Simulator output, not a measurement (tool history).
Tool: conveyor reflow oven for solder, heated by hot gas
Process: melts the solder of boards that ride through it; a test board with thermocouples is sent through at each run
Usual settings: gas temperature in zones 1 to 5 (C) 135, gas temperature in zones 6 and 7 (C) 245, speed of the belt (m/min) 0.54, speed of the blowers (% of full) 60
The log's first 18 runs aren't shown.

run	hour	gas temperature in zones 1 to 5 (C)	gas temperature in zones 6 and 7 (C)	speed of the belt (m/min)	speed of the blowers (% of full)	highest temperature of the board (C)	time above the solder's melting point (s)
19	689.6	141	245	0.627	60	222	46.2
20	712.4	135	240	0.54	60	222.2	52
21	754.9	135	245	0.646	60	220.2	41.9
22	783.5	135	245	0.557	60	226.1	51.1
23	832.1	135	245	0.557	60	225.5	53.2
24	868	135	245	0.54	58	226.4	54
25	913.4	141	247	0.559	63	229.5	55.4
26	935.4	148	247	0.559	63	230.4	59
27	975.2	135	241	0.579	75	226.1	51.4
28	1010.5	135	245	0.441	62	234.5	71.6
29	1063.6	135	245	0.441	62	233.2	72
30	1096	134	257	0.482	51	237.2	67.3
31	1124.6	134	257	0.482	51	237.4	67.1

Forecast each of these 4 alternatives for the next run:
A	1173.4	121	248	0.455	60	?	?
B	1173.4	133	252	0.612	60	?	?
C	1173.4	150	245	0.54	60	?	?
D	1173.4	130	245	0.587	70	?	?

run	highest temperature of the board (C)	time above the solder's melting point (s)
A	232.9	65.8
B	227.6	48.1
C	229.3	60.6
D	226.4	48.6
Without the tool's hidden state the same runs would have given:
run	highest temperature of the board (C)	time above the solder's melting point (s)
A	232.8	65.7
B	227.5	48
C	229.2	60.5
D	226.4	48.6

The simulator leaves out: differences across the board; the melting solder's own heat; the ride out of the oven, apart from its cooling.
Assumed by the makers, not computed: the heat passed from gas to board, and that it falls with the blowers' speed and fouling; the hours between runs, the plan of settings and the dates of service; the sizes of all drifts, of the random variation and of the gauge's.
